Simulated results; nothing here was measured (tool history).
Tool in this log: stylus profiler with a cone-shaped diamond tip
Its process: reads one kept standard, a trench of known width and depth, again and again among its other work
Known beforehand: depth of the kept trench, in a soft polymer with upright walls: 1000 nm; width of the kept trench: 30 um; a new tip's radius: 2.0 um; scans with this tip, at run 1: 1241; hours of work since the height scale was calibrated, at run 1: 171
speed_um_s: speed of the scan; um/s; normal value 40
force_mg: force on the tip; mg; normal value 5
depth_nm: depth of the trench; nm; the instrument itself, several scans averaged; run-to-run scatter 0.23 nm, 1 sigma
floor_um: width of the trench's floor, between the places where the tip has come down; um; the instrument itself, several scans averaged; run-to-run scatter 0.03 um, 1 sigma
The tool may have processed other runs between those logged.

| run | hour | speed_um_s | force_mg | scans with this tip | hours of work since the height scale was calibrated | depth_nm | floor_um |
|---|---|---|---|---|---|---|---|
| 1 | 0 | 40 | 5 | 1241 | 171 | 1010.03 | 26.48 |
| 2 | 8.3 | 40 | 5 | 1266 | 174 | 1010.16 | 26.46 |
| 3 | 17.4 | 40 | 5 | 1293 | 178 | 1009.69 | 26.49 |
| 4 | 31.7 | 40 | 5 | 1336 | 184 | 1010.15 | 26.4 |
| 5 | 38.8 | 40 | 2.12 | 1357 | 187 | 1005.63 | 26.38 |
| 6 | 50.7 | 40 | 5 | 1393 | 192 | 1010.32 | 26.45 |
| 7 | 63.5 | 40 | 3.85 | 1432 | 197 | 1008.26 | 26.41 |
| 8 | 79.4 | 40 | 9.12 | 1480 | 204 | 1015.54 | 26.51 |
| 9 | 90.8 | 40 | 9.12 | 1514 | 209 | 1015.49 | 26.46 |
| 10 | 106.9 | 40 | 9.12 | 1562 | 215 | 1015.86 | 26.47 |
| 11 | 121.5 | 40 | 9.12 | 1606 | 221 | 1015.61 | 26.48 |
| 12 | 130.6 | 40 | 11.92 | 1634 | 225 | 1018.38 | 26.49 |
| 13 | 137.7 | 24 | 3.33 | 1655 | 228 | 1007.57 | 26.44 |
| 14 | 145.7 | 24 | 3.33 | 1679 | 231 | 1008 | 26.45 |
| 15 | 155 | 44 | 2.46 | 1707 | 235 | 1006.48 | 26.37 |
| 16 | 166.6 | 44 | 2.46 | 1742 | 240 | 1006.4 | 26.41 |
| 17 | 175.6 | 11 | 2.46 | 1769 | 244 | 1006.69 | 26.57 |
| 18 | 182.8 | 42 | 1.68 | 1790 | 247 | 1004.75 | 26.38 |
| 19 | 195.7 | 42 | 5.62 | 1829 | 252 | 1011.37 | 26.51 |
| 20 | 208.8 | 148 | 4.23 | 1869 | 258 | 1009.38 | 26.22 |
| 21 | 216.7 | 73 | 4.1 | 1893 | 261 | 1008.62 | 26.37 |
| 22 | 225.6 | 92 | 2.97 | 1919 | 265 | 1007.06 | 26.31 |
| 23 | 238.6 | 92 | 2.97 | 1958 | 270 | 1007.38 | 26.3 |

Each row is a separate what-if for the run after 23, all from the same tool condition, not one after another. Results?
| A | 245.1 | 44 | 1.71 | 1978 | 273 | ? | ? |
| B | 245.1 | 20 | 5 | 1978 | 273 | ? | ? |
| C | 245.1 | 50 | 3.71 | 1978 | 273 | ? | ? |
| D | 245.1 | 11 | 5.68 | 1978 | 273 | ? | ? |

| run | depth_nm | floor_um |
|---|---|---|
| A | 1005.03 | 26.39 |
| B | 1010.51 | 26.51 |
| C | 1008.59 | 26.4 |
| D | 1011.17 | 26.55 |
Without the tool's hidden state the same runs would have given:
| run | depth_nm | floor_um |
|---|---|---|
| A | 1005.02 | 26.39 |
| B | 1010.5 | 26.51 |
| C | 1008.59 | 26.4 |
| D | 1011.17 | 26.55 |

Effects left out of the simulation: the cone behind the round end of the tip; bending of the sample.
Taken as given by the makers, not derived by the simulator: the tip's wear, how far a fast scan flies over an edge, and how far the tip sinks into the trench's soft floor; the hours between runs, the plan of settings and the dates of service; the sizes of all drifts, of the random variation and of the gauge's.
